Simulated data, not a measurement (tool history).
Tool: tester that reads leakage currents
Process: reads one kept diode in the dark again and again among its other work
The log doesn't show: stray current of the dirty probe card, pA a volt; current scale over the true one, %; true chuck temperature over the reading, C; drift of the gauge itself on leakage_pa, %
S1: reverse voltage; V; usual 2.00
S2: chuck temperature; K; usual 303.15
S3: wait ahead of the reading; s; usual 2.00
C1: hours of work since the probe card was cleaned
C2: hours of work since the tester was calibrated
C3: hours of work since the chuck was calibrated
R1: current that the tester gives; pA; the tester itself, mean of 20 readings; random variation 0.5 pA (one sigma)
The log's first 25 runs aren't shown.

| run | hour | S1 | S2 | S3 | C1 | C2 | C3 | R1 |
|---|---|---|---|---|---|---|---|---|
| 26 | 2838.5 | 6.46 | 305.15 | 2.65 | 1086 | 971 | 1459 | 248.94 |
| 27 | 3004.8 | 7.61 | 294.15 | 5.43 | 1216 | 1101 | 1589 | 106.13 |
| 28 | 3100.2 | 3.63 | 294.15 | 1.96 | 1290 | 1175 | 1663 | 83.06 |
| 29 | 3187.7 | 2.44 | 302.15 | 1.96 | 1358 | 1243 | 1732 | 141.10 |
| 30 | 3287.2 | 2.44 | 302.15 | 1.96 | 1436 | 1321 | 1809 | 139.42 |
| 31 | 3430.9 | 2.44 | 294.15 | 4.89 | 1548 | 1433 | 1921 | 71.36 |
|  | 3508.9 | chuck's temperature calibrated |
| 32 | 3541.4 | 2.44 | 294.15 | 4.89 | 1633 | 1517 | 25 | 84.82 |
| 33 | 3664.2 | 1.29 | 294.15 | 0.77 | 1728 | 1613 | 121 | 69.28 |
| 34 | 3822.6 | 1.29 | 294.15 | 0.77 | 1852 | 1737 | 245 | 67.98 |
| 35 | 3908.3 | 1.29 | 294.15 | 0.77 | 1919 | 1803 | 311 | 67.86 |
| 36 | 4023.0 | 1.29 | 294.15 | 0.77 | 2008 | 1893 | 401 | 67.31 |
| 37 | 4184.3 | 1.29 | 294.15 | 0.77 | 2134 | 2019 | 527 | 66.56 |
| 38 | 4349.7 | 1.29 | 294.15 | 0.77 | 2263 | 2148 | 656 | 65.85 |

3 ways to go on from here, each from the tool as it stands after run 38. What would each give?
| A | 4515.9 | 13.60 | 301.15 | 2.00 | 2392 | 2277 | 785 | ? |
| B | 4515.9 | 14.61 | 300.15 | 2.00 | 2392 | 2277 | 785 | ? |
| C | 4515.9 | 2.00 | 303.15 | 8.91 | 2392 | 2277 | 785 | ? |

| run | R1 |
|---|---|
| A | 249.74 |
| B | 236.54 |
| C | 155.43 |
Without the tool's hidden state the same runs would have given:
| run | R1 |
|---|---|
| A | 257.81 |
| B | 243.46 |
| C | 163.42 |
